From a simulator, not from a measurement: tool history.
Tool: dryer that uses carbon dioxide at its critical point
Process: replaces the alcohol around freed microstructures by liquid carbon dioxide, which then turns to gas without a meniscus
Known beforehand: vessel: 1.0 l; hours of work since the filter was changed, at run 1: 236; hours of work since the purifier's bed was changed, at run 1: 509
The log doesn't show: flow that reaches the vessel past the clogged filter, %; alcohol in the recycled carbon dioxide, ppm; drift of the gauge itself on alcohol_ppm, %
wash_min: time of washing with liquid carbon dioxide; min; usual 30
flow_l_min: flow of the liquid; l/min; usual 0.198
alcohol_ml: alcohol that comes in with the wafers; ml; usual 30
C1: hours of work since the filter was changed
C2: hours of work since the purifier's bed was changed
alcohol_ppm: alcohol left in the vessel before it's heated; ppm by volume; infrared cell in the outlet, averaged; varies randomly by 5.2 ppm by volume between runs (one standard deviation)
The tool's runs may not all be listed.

Run 1, day 0.000: usual settings; C1 236; C2 509. Result: alcohol_ppm 228 ppm by volume.
Run 2, day 0.604: usual settings; C1 247; C2 520. Result: alcohol_ppm 224 ppm by volume.
Run 3, day 1.479: usual settings but alcohol_ml 34 ml; C1 264; C2 537. Result: alcohol_ppm 272 ppm by volume.
Run 4, day 2.167: usual settings but alcohol_ml 34 ml; C1 277; C2 550. Result: alcohol_ppm 269 ppm by volume.
Run 5, day 2.650: usual settings but wash_min 39 min; C1 286; C2 559. Result: alcohol_ppm 107 ppm by volume.
Run 6, day 3.383: usual settings; C1 300; C2 573. Result: alcohol_ppm 267 ppm by volume.
Run 7, day 3.817: usual settings; C1 308; C2 581. Result: alcohol_ppm 254 ppm by volume.
Run 8, day 4.408: usual settings but flow_l_min 0.147 l/min, alcohol_ml 112 ml; C1 319; C2 592. Result: alcohol_ppm 2617 ppm by volume.
Run 9, day 5.183: usual settings but flow_l_min 0.298 l/min; C1 334; C2 607. Result: alcohol_ppm 85 ppm by volume.
Run 10, day 5.921: usual settings but wash_min 19 min, alcohol_ml 26 ml; C1 348; C2 621. Result: alcohol_ppm 1166 ppm by volume.
Run 11, day 6.658: usual settings but wash_min 19 min, alcohol_ml 26 ml; C1 362; C2 635. Result: alcohol_ppm 1176 ppm by volume.
Run 12, day 7.217: usual settings but wash_min 19 min, alcohol_ml 26 ml; C1 372; C2 645. Result: alcohol_ppm 1177 ppm by volume.
Run 13, day 8.125: usual settings but wash_min 20 min, flow_l_min 0.208 l/min, alcohol_ml 57 ml; C1 389; C2 662. Result: alcohol_ppm 1837 ppm by volume.

Predict each of these 5 candidate next runs independently; none follows another, all start after run 13:
Run A, day 8.608: usual settings but wash_min 21 min, flow_l_min 0.208 l/min, alcohol_ml 82 ml; C1 398; C2 671. Result: alcohol_ppm ?.
Run B, day 8.608: usual settings but wash_min 35 min, flow_l_min 0.278 l/min, alcohol_ml 32 ml; C1 398; C2 671. Result: alcohol_ppm ?.
Run C, day 8.608: usual settings but wash_min 20 min, flow_l_min 0.305 l/min, alcohol_ml 57 ml; C1 398; C2 671. Result: alcohol_ppm ?.
Run D, day 8.608: usual settings but wash_min 20 min, flow_l_min 0.211 l/min, alcohol_ml 46 ml; C1 398; C2 671. Result: alcohol_ppm ?.
Run E, day 8.608: usual settings but wash_min 32 min, flow_l_min 0.180 l/min, alcohol_ml 27 ml; C1 398; C2 671. Result: alcohol_ppm ?.

run  alcohol_ppm
  A         2291
  B           87
  C          425
  D         1496
  E          305
With no hidden state in the tool, these same runs would have given:
run  alcohol_ppm
  A         1241
  B            0
  C          151
  D          812
  E          105
